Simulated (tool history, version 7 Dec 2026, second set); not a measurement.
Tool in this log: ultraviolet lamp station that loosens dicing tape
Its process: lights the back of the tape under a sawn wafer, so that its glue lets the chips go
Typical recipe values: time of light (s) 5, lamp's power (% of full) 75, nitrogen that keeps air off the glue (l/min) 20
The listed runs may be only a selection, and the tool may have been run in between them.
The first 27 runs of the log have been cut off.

run   hour  time of light (s)  lamp's power (% of full)  nitrogen that keeps air off the glue (l/min)  force that peels the tape off (N)  light that reached the tape (J/m2)
       477  -- lamp changed
 28  487.5                  5                        82                                            20                              0.238                                3310
 29  513.2                  3                        75                                            10                               1.24                                1740
 30  527.5                  3                        75                                            10                              1.343                                1800
     538.7  -- window cleaned of glue's vapour
 31  545.4                  3                        75                                            10                              1.127                                1940
 32  561.5                  3                        75                                            10                              1.142                                1920
 33  581.3                  3                        75                                            10                              1.132                                1910
 34  592.2                  7                        75                                            21                              0.168                                4400
 35  603.8                  7                        75                                            21                              0.171                                4430
 36  619.9                  3                        75                                            37                              0.508                                1880
 37  633.2                  3                        75                                            37                              0.514                                1850
 38  655.7                  3                        78                                            14                              0.875                                1940
 39  675.6                  8                        84                                            11                              0.171                                5490
 40  698.4                  8                        84                                            11                              0.174                                5470

Forecast each of these 5 alternatives for the next run:
  A  717.6                  5                        81                                            20                                  ?                                   ?
  B  717.6                  4                        75                                            20                                  ?                                   ?
  C  717.6                  5                        75                                            13                                  ?                                   ?
  D  717.6                  8                        75                                            39                                  ?                                   ?
  E  717.6                  5                        75                                            36                                  ?                                   ?

run  force that peels the tape off (N)  light that reached the tape (J/m2)
  A                              0.251                                3280
  B                              0.442                                2380
  C                              0.374                                3050
  D                              0.138                                4870
  E                              0.211                                3020
Had the tool no hidden state, the same runs would have come out as:
run  force that peels the tape off (N)  light that reached the tape (J/m2)
  A                              0.223                                3540
  B                              0.375                                2570
  C                              0.318                                3300
  D                              0.137                                5270
  E                              0.191                                3260

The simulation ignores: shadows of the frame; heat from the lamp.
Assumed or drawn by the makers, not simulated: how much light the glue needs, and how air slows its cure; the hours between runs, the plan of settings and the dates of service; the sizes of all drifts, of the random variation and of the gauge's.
